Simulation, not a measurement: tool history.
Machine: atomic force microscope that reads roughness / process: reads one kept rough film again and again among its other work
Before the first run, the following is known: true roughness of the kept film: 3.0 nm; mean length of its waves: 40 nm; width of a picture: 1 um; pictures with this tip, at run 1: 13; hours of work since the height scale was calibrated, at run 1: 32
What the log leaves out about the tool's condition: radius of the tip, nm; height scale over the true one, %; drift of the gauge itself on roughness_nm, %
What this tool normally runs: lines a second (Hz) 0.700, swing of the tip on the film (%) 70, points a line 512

run	hour	lines a second (Hz)	swing of the tip on the film (%)	points a line	pictures with this tip	hours of work since the height scale was calibrated	roughness of the kept film (nm (root mean square))
1	0.0	0.700	70	512	13	32	2.655
2	20.0	0.700	70	512	58	48	2.511
# hour 38.7: new tip fitted
3	38.7	0.700	71	512	0	62	2.721
4	50.0	0.700	71	512	25	71	2.603
5	74.8	2.864	71	512	81	91	2.270
# hour 82.2: new tip fitted
6	99.1	2.864	71	512	38	109	2.391
7	120.4	2.864	71	512	87	126	2.232
# hour 125.7: new tip fitted
8	137.9	1.144	71	512	27	140	2.571
9	154.8	1.144	71	512	66	153	2.429
# hour 169.7: new tip fitted
10	172.7	1.679	71	512	7	167	2.610
11	198.1	1.679	71	512	65	187	2.416
# hour 213.9: new tip fitted
12	218.1	1.679	71	512	9	203	2.582
13	238.0	1.679	71	512	54	218	2.416
14	251.5	1.679	71	512	85	229	2.323
# hour 257.9: new tip fitted
15	273.0	1.679	71	512	35	246	2.493
16	293.7	1.679	72	512	81	262	2.349
# hour 301.3: new tip fitted
17	310.4	2.664	70	512	20	275	2.451
18	331.8	2.481	70	512	69	292	2.356
# hour 346.2: new tip fitted
19	348.3	2.481	70	512	5	304	2.527
20	364.8	0.941	63	345	43	317	2.562
# hour 389.7: new tip fitted
21	390.3	0.941	63	345	1	337	2.707
22	411.0	1.467	70	958	48	354	2.511
# hour 432.9: new tip fitted
23	433.6	0.700	70	534	1	371	2.727
24	455.4	0.700	70	534	51	388	2.574
# hour 476.3: new tip fitted
25	477.9	0.700	70	534	4	406	2.715
26	491.6	0.700	76	394	35	417	2.585
# hour 494.1: height scale calibrated on a step standard
27	507.1	0.700	76	394	68	10	2.481
# hour 520.4: new tip fitted
28	529.3	0.700	70	303	20	27	2.668
29	545.0	0.700	70	303	56	40	2.535
30	556.3	1.445	70	917	81	49	2.422
# hour 564.5: new tip fitted
31	576.3	0.604	89	305	26	64	2.574
32	600.3	2.362	61	872	81	83	2.428
# hour 608.7: new tip fitted
# hour 611.0: height scale calibrated on a step standard, once more
33	621.0	2.362	61	341	25	8	2.566
34	644.0	2.362	61	341	78	26	2.404
# hour 652.9: new tip fitted
35	665.9	2.362	88	427	29	43	2.199
36	682.8	0.700	56	512	68	56	2.523
# hour 698.2: new tip fitted
37	703.4	0.700	56	512	11	72	2.706
38	725.6	1.080	56	536	62	90	2.543

Each row is a separate what-if for the run after 38, all from the same tool condition, not one after another. Results?
A	738.5	1.578	60	296	91	100	?
B	738.5	0.514	68	976	91	100	?
C	738.5	1.080	87	443	91	100	?

run	roughness of the kept film (nm (root mean square))
A	2.392
B	2.423
C	2.249
The same runs, with their run-to-run variation unchanged, on a tool lacking any hidden condition would have given:
run	roughness of the kept film (nm (root mean square))
A	2.689
B	2.724
C	2.528
